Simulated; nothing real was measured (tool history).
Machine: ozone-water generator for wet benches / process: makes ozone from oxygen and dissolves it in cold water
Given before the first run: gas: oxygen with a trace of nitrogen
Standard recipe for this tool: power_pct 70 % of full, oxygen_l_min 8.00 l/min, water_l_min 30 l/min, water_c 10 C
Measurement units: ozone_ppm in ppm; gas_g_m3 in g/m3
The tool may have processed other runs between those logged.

run	hour	power_pct	oxygen_l_min	water_l_min	water_c	ozone_ppm	gas_g_m3
1	0.0	70	8.00	30	10	23.1	172.3
2	91.9	70	8.00	36	10	20.2	172.1
3	163.7	70	8.00	36	10	20.1	172.8
4	252.3	70	8.00	36	10	20.2	173.0
5	328.4	70	8.00	36	10	20.1	172.2
6	471.1	70	8.00	36	10	20.3	171.0
7	633.7	69	9.93	21	9	29.1	148.1
8	727.3	61	7.98	46	15	14.5	162.1
9	857.2	92	5.85	33	13	23.6	241.5
10	973.1	100	5.92	33	8	25.9	251.3
11	1083.8	100	5.92	33	8	26.2	249.3

Each row is a separate what-if for the run after 11, all from the same tool condition, not one after another. Results?
A	1162.5	58	5.92	24	8	?	?
B	1162.5	100	5.92	33	6	?	?
C	1162.5	100	9.29	33	8	?	?
D	1162.5	78	11.79	30	5	?	?

run	ozone_ppm	gas_g_m3
A	25.6	190.3
B	26.5	247.4
C	26.1	185.6
D	25.3	140.9
Had the tool no hidden state, the same runs would have come out as:
run	ozone_ppm	gas_g_m3
A	25.6	192.3
B	26.5	250.1
C	26.1	187.6
D	25.3	142.4
